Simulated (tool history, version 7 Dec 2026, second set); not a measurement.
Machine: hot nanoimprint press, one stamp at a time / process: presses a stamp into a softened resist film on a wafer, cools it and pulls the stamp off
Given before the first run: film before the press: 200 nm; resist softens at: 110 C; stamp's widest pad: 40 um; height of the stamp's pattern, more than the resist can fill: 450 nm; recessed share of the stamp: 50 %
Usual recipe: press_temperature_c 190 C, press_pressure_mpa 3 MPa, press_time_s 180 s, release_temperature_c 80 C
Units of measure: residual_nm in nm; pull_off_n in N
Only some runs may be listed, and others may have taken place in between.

run 1 hour=0 | press_temperature_c=190 press_pressure_mpa=3 press_time_s=180 release_temperature_c=80 | residual_nm=92 pull_off_n=134
run 2 hour=32 | press_temperature_c=195 press_pressure_mpa=3 press_time_s=180 release_temperature_c=80 | residual_nm=76.8 pull_off_n=143
run 3 hour=82 | press_temperature_c=195 press_pressure_mpa=3 press_time_s=180 release_temperature_c=80 | residual_nm=76.7 pull_off_n=145
run 4 hour=110.8 | press_temperature_c=195 press_pressure_mpa=3 press_time_s=180 release_temperature_c=80 | residual_nm=77.3 pull_off_n=146
run 5 hour=133.9 | press_temperature_c=195 press_pressure_mpa=3 press_time_s=180 release_temperature_c=80 | residual_nm=77.5 pull_off_n=150
run 6 hour=183.1 | press_temperature_c=195 press_pressure_mpa=3 press_time_s=180 release_temperature_c=80 | residual_nm=76.6 pull_off_n=155
run 7 hour=222.7 | press_temperature_c=190 press_pressure_mpa=3 press_time_s=180 release_temperature_c=84 | residual_nm=90.4 pull_off_n=156
run 8 hour=260.3 | press_temperature_c=190 press_pressure_mpa=3 press_time_s=180 release_temperature_c=84 | residual_nm=90.2 pull_off_n=160
run 9 hour=293.7 | press_temperature_c=190 press_pressure_mpa=3 press_time_s=180 release_temperature_c=80 | residual_nm=90.7 pull_off_n=166
run 10 hour=342.4 | press_temperature_c=190 press_pressure_mpa=3 press_time_s=180 release_temperature_c=80 | residual_nm=89.7 pull_off_n=163
run 11 hour=369.4 | press_temperature_c=183 press_pressure_mpa=3 press_time_s=180 release_temperature_c=80 | residual_nm=113.1 pull_off_n=168
-- hour=416.7 plate thermocouple calibrated
run 12 hour=416.7 | press_temperature_c=183 press_pressure_mpa=3 press_time_s=180 release_temperature_c=80 | residual_nm=127.8 pull_off_n=181
run 13 hour=459.2 | press_temperature_c=183 press_pressure_mpa=3 press_time_s=180 release_temperature_c=80 | residual_nm=125.6 pull_off_n=182
run 14 hour=482.5 | press_temperature_c=183 press_pressure_mpa=3 press_time_s=180 release_temperature_c=80 | residual_nm=126.7 pull_off_n=184
run 15 hour=511.1 | press_temperature_c=183 press_pressure_mpa=3 press_time_s=180 release_temperature_c=80 | residual_nm=124.8 pull_off_n=188
run 16 hour=542.9 | press_temperature_c=188 press_pressure_mpa=3 press_time_s=180 release_temperature_c=80 | residual_nm=107 pull_off_n=193
run 17 hour=572.5 | press_temperature_c=192 press_pressure_mpa=3 press_time_s=180 release_temperature_c=80 | residual_nm=93.5 pull_off_n=190
run 18 hour=614.8 | press_temperature_c=192 press_pressure_mpa=3 press_time_s=180 release_temperature_c=80 | residual_nm=92.4 pull_off_n=199
run 19 hour=658.4 | press_temperature_c=198 press_pressure_mpa=1.93 press_time_s=97 release_temperature_c=76 | residual_nm=115.4 pull_off_n=208
-- hour=667.6 stamp cleaned and given a new release coat
run 20 hour=704.6 | press_temperature_c=202 press_pressure_mpa=2.93 press_time_s=180 release_temperature_c=67 | residual_nm=67.3 pull_off_n=106
run 21 hour=728.1 | press_temperature_c=190 press_pressure_mpa=1.95 press_time_s=180 release_temperature_c=76 | residual_nm=120.2 pull_off_n=107
run 22 hour=785.1 | press_temperature_c=199 press_pressure_mpa=3.35 press_time_s=180 release_temperature_c=80 | residual_nm=67.3 pull_off_n=110
run 23 hour=812.1 | press_temperature_c=199 press_pressure_mpa=3.35 press_time_s=180 release_temperature_c=80 | residual_nm=66.8 pull_off_n=107
run 24 hour=855.7 | press_temperature_c=199 press_pressure_mpa=2.29 press_time_s=180 release_temperature_c=80 | residual_nm=82.9 pull_off_n=113
run 25 hour=888.7 | press_temperature_c=199 press_pressure_mpa=2.29 press_time_s=180 release_temperature_c=80 | residual_nm=83.7 pull_off_n=113
run 26 hour=936 | press_temperature_c=181 press_pressure_mpa=2.31 press_time_s=180 release_temperature_c=80 | residual_nm=142.7 pull_off_n=121
run 27 hour=978 | press_temperature_c=197 press_pressure_mpa=2.02 press_time_s=356 release_temperature_c=76 | residual_nm=73.7 pull_off_n=126
run 28 hour=1034.6 | press_temperature_c=197 press_pressure_mpa=2.02 press_time_s=356 release_temperature_c=76 | residual_nm=74.4 pull_off_n=132
run 29 hour=1063.2 | press_temperature_c=190 press_pressure_mpa=3 press_time_s=259 release_temperature_c=80 | residual_nm=84.9 pull_off_n=127

Predict each of these 4 candidate next runs independently; none follows another, all start after run 29:
run A hour=1116.2 | press_temperature_c=186 press_pressure_mpa=1.98 press_time_s=141 release_temperature_c=80 | residual_nm=? pull_off_n=?
run B hour=1116.2 | press_temperature_c=184 press_pressure_mpa=4.79 press_time_s=203 release_temperature_c=80 | residual_nm=? pull_off_n=?
run C hour=1116.2 | press_temperature_c=181 press_pressure_mpa=3.27 press_time_s=201 release_temperature_c=80 | residual_nm=? pull_off_n=?
run D hour=1116.2 | press_temperature_c=199 press_pressure_mpa=3 press_time_s=259 release_temperature_c=74 | residual_nm=? pull_off_n=?

run=A residual_nm=138.8 pull_off_n=136
run=B residual_nm=90.1 pull_off_n=134
run=C residual_nm=121 pull_off_n=133
run=D residual_nm=61.8 pull_off_n=139
The same runs, with their run-to-run variation unchanged, on a tool lacking any hidden condition would have given:
run=A residual_nm=143.1 pull_off_n=99
run=B residual_nm=91.6 pull_off_n=98
run=C residual_nm=124.7 pull_off_n=96
run=D residual_nm=63.4 pull_off_n=101
